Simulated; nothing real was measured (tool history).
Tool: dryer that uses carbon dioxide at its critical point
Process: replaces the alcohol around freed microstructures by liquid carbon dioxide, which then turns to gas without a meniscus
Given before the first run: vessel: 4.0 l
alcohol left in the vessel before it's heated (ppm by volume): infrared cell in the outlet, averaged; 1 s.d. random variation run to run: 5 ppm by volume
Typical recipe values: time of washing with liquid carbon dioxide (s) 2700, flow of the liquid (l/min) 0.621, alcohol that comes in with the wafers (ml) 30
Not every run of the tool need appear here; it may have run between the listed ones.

| run | hour | time of washing with liquid carbon dioxide (s) | flow of the liquid (l/min) | alcohol that comes in with the wafers (ml) | alcohol left in the vessel before it's heated (ppm by volume) |
|---|---|---|---|---|---|
| 1 | 0 | 2700 | 0.621 | 30 | 112 |
| 2 | 35.5 | 2700 | 0.621 | 30 | 109 |
| 3 | 79.1 | 2700 | 0.621 | 30 | 106 |
| 4 | 108.9 | 2700 | 0.377 | 30 | 286 |
| 5 | 161.5 | 2700 | 0.776 | 30 | 121 |
| 6 | 212.9 | 2700 | 0.776 | 30 | 138 |
| 7 | 265.2 | 2700 | 0.621 | 30 | 149 |
| 8 | 309.7 | 2700 | 0.621 | 30 | 166 |
| 9 | 333.4 | 3720 | 0.457 | 39 | 167 |
| 10 | 362.9 | 2760 | 1.029 | 60 | 152 |
| 11 | 414.6 | 2760 | 1.029 | 60 | 167 |
| 12 | 455.1 | 2760 | 0.431 | 36 | 296 |
|  | 502.9 | purifier's bed changed |
| 13 | 508.9 | 2100 | 0.431 | 36 | 355 |

Hidden state or all else? Some run-to-run changes of alcohol left in the vessel before it's heated (ppm by volume), split into what the settings, what came in and random variation would give without the hidden state, and what is left for the hidden state (with any gauge scatter that isn't in both results):
Hidden conditions of the tool in this case: flow that reaches the vessel past the clogged filter, %; alcohol in the recycled carbon dioxide, ppm; drift of the gauge itself on alcohol_ppm, %.
Run 3 -> 4: flow of the liquid (l/min) 0.621 -> 0.377. alcohol left in the vessel before it's heated (ppm by volume) +180: hidden state +15, all else +165.
Run 12 -> 13: time of washing with liquid carbon dioxide (s) 2760 -> 2100, purifier's bed changed. alcohol left in the vessel before it's heated (ppm by volume) +59: hidden state -130, all else +189.
